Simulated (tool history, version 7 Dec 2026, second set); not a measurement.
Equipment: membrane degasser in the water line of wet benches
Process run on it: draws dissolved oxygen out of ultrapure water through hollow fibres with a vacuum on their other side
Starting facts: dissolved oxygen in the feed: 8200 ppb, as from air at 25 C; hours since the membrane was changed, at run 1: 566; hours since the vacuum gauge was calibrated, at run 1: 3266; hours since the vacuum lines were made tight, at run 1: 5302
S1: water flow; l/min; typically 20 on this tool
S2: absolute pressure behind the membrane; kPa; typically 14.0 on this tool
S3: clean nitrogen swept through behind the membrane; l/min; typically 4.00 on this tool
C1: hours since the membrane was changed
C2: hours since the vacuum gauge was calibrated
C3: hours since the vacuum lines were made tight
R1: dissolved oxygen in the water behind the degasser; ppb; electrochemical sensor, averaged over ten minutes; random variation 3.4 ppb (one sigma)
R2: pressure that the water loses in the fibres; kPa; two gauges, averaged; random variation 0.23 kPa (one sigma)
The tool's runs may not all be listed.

| run | hour | S1 | S2 | S3 | C1 | C2 | C3 | R1 | R2 |
|---|---|---|---|---|---|---|---|---|---|
| 1 | 0.0 | 20 | 14.0 | 4.00 | 566 | 3266 | 5302 | 350.2 | 59.58 |
| 2 | 107.9 | 20 | 14.0 | 4.00 | 674 | 3374 | 5410 | 353.5 | 59.65 |
| 3 | 267.1 | 13 | 14.0 | 4.00 | 833 | 3533 | 5569 | 182.2 | 39.16 |
| 4 | 423.9 | 13 | 14.0 | 4.00 | 990 | 3690 | 5726 | 181.6 | 38.79 |
| 5 | 558.3 | 13 | 11.1 | 4.00 | 1124 | 3825 | 5861 | 158.7 | 39.21 |
| 6 | 653.8 | 20 | 14.0 | 4.00 | 1220 | 3920 | 5956 | 361.9 | 60.16 |
| 7 | 734.8 | 20 | 14.0 | 4.00 | 1301 | 4001 | 6037 | 356.0 | 60.15 |
| 8 | 868.8 | 20 | 14.0 | 4.00 | 1435 | 4135 | 6171 | 368.1 | 60.54 |
| 9 | 1029.3 | 20 | 14.0 | 4.00 | 1595 | 4296 | 6332 | 363.8 | 60.47 |
| 10 | 1117.2 | 18 | 14.0 | 4.00 | 1683 | 4383 | 6419 | 302.4 | 54.54 |
| 11 | 1229.4 | 20 | 14.0 | 4.00 | 1795 | 4496 | 6532 | 365.5 | 60.68 |
|  | 1305.2 | seals of the vacuum lines changed |
| 12 | 1313.8 | 20 | 14.0 | 4.00 | 1878 | 4578 | 9 | 355.1 | 60.14 |
| 13 | 1421.2 | 20 | 14.0 | 4.00 | 1985 | 4685 | 116 | 361.3 | 60.95 |
| 14 | 1587.2 | 20 | 14.0 | 4.00 | 2151 | 4851 | 282 | 367.5 | 60.85 |
| 15 | 1719.0 | 20 | 10.5 | 4.00 | 2283 | 4983 | 414 | 329.1 | 60.67 |
| 16 | 1792.2 | 20 | 14.0 | 4.00 | 2356 | 5056 | 487 | 365.1 | 60.87 |
| 17 | 1894.1 | 20 | 14.0 | 2.13 | 2458 | 5158 | 589 | 470.9 | 60.85 |
| 18 | 1964.3 | 22 | 11.6 | 3.58 | 2528 | 5229 | 659 | 396.2 | 67.36 |
| 19 | 2066.2 | 32 | 21.8 | 9.52 | 2630 | 5330 | 761 | 657.7 | 97.52 |
| 20 | 2222.3 | 32 | 21.8 | 9.52 | 2786 | 5487 | 917 | 651.1 | 97.52 |
| 21 | 2327.0 | 20 | 14.0 | 6.16 | 2891 | 5591 | 1022 | 325.3 | 61.54 |
| 22 | 2428.5 | 17 | 12.4 | 4.00 | 2993 | 5693 | 1123 | 276.8 | 52.17 |
| 23 | 2522.0 | 17 | 24.9 | 2.51 | 3086 | 5786 | 1217 | 516.7 | 52.52 |
|  | 2530.9 | vacuum gauge calibrated |
| 24 | 2603.1 | 17 | 24.9 | 2.51 | 3167 | 72 | 1297 | 521.5 | 52.24 |
| 25 | 2746.8 | 17 | 24.9 | 2.51 | 3310 | 216 | 1441 | 517.4 | 52.32 |
| 26 | 2864.6 | 25 | 17.7 | 2.51 | 3428 | 334 | 1559 | 684.4 | 76.79 |
| 27 | 3011.1 | 22 | 9.0 | 1.81 | 3575 | 480 | 1705 | 468.1 | 67.29 |
| 28 | 3146.0 | 16 | 9.0 | 3.56 | 3710 | 615 | 1840 | 231.1 | 49.43 |
|  | 3193.6 | vacuum gauge calibrated, once more |
| 29 | 3268.5 | 16 | 9.0 | 3.56 | 3832 | 75 | 1962 | 221.3 | 49.19 |
| 30 | 3357.0 | 18 | 12.6 | 4.00 | 3920 | 163 | 2051 | 305.8 | 55.48 |
| 31 | 3456.1 | 27 | 26.6 | 2.04 | 4019 | 262 | 2150 | 1015.2 | 84.00 |
| 32 | 3612.5 | 27 | 26.6 | 2.04 | 4176 | 419 | 2306 | 1008.9 | 83.21 |
| 33 | 3687.7 | 27 | 26.6 | 2.04 | 4251 | 494 | 2382 | 1042.8 | 83.98 |

Selected run-to-run steps in R1, each split into two signed amounts: the part the tool would show with no hidden state at all (from settings, incoming material and random variation), and the remainder, which goes to the hidden state together with any gauge scatter not common to the measured and the hidden-state-free results:
Unlogged tool condition in this case: membrane still open, %; true pressure behind the membrane over the reading, kPa; air that leaks in behind the membrane, l/min; drift of the gauge itself on oxygen_ppb, %; drift of the gauge itself on loss_of_pressure_kpa, %.
Run 18 -> 19: S1 22 -> 32, S2 11.6 -> 21.8, S3 3.58 -> 9.52. R1 +261.5 ppb: hidden state +10.3, all else +251.2.
Run 20 -> 21: S1 32 -> 20, S2 21.8 -> 14.0, S3 9.52 -> 6.16. R1 -325.8 ppb: hidden state -13.6, all else -312.2.
Run 25 -> 26: S1 17 -> 25, S2 24.9 -> 17.7. R1 +167.0 ppb: hidden state +17.7, all else +149.3.
Run 27 -> 28: S1 22 -> 16, S3 1.81 -> 3.56. R1 -237.0 ppb: hidden state -21.6, all else -215.4.
Run 30 -> 31: S1 18 -> 27, S2 12.6 -> 26.6, S3 4.00 -> 2.04. R1 +709.4 ppb: hidden state +17.0, all else +692.4.
